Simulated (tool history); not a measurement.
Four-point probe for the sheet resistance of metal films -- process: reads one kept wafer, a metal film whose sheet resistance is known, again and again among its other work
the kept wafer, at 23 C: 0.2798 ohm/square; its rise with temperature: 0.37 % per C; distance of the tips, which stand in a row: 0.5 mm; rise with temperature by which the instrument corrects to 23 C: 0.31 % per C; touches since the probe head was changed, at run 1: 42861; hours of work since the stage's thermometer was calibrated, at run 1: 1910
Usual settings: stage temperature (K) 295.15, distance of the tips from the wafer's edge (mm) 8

run,hour,stage temperature (K),distance of the tips from the wafer's edge (mm),touches since the probe head was changed,hours of work since the stage's thermometer was calibrated,sheet resistance as the instrument gives it (ohm/square)
1,0,295.15,8,42861,1910,0.280253
2,17.1,295.15,26,43494,1921,0.279734
3,43.2,295.15,6,44460,1939,0.280771
4,67.2,295.15,28,45347,1955,0.279679
5,84.9,307.15,28,45999,1966,0.281664
6,109.7,307.15,8,46917,1983,0.282142
7,141.4,304.15,8,48091,2004,0.281663
8,172.2,297.15,8,49230,2025,0.280674
9,196.5,295.15,25,50126,2041,0.279814
10,228.8,295.15,8,51324,2062,0.280202
11,244.3,295.15,8,51895,2073,0.280288
12,274.3,295.15,8,53006,2093,0.280308
13,294.8,295.15,8,53762,2106,0.280187
14,322.3,295.15,8,54778,2125,0.280239
15,342.2,295.15,8,55517,2138,0.280236
16,358.3,295.15,9,56111,2149,0.280189
17,388.7,295.15,8,57235,2169,0.280284
18,403,295.15,8,57764,2178,0.280239
19,423.7,295.15,8,58529,2192,0.280246
20,446.5,295.15,8,59372,2207,0.280268
21,466.4,295.15,8,60110,2221,0.280292
22,484.4,295.15,8,60772,2233,0.28035
# hour 492.3: stage's thermometer calibrated
23,516.6,304.15,8,61944,16,0.28167
24,537.5,305.15,24,62719,30,0.281342
25,561.5,301.15,5,63606,46,0.282139
26,590.6,301.15,5,64683,66,0.282169
27,604,291.15,3,65177,74,0.283075
28,627.4,302.15,41,66044,90,0.280824
29,659.3,302.15,41,67223,111,0.28082
30,679.1,302.15,41,67955,124,0.280804
31,701.9,302.15,41,68797,140,0.2808
32,729.1,298.15,9,69803,158,0.280629
33,742.8,303.15,43,70312,167,0.280981
34,762.1,303.15,43,71023,180,0.281067
35,780.7,303.15,43,71713,192,0.280967
36,812.5,303.15,43,72888,213,0.280947
37,830.1,294.15,4,73540,225,0.281836
38,857,298.15,6,74534,243,0.281229
39,887.2,298.15,6,75651,263,0.281161
40,901.7,296.15,22,76187,273,0.279886
41,928.5,297.15,37,77177,291,0.279971
42,944.4,297.15,37,77768,301,0.279989
43,966.1,298.15,27,78568,316,0.280243
44,979.9,298.15,27,79079,325,0.280106
45,1008.3,291.15,49,80128,344,0.278998
46,1034.5,298.15,49,81099,361,0.280235

Across each entry between runs, compare the hidden state at the last listed run before it with the hidden state at the first listed run after it:
Logged between run 22 and run 23: stage's thermometer calibrated (hour 492.3)
  wafer's true temperature over the reading, C: -0.01 -> 0

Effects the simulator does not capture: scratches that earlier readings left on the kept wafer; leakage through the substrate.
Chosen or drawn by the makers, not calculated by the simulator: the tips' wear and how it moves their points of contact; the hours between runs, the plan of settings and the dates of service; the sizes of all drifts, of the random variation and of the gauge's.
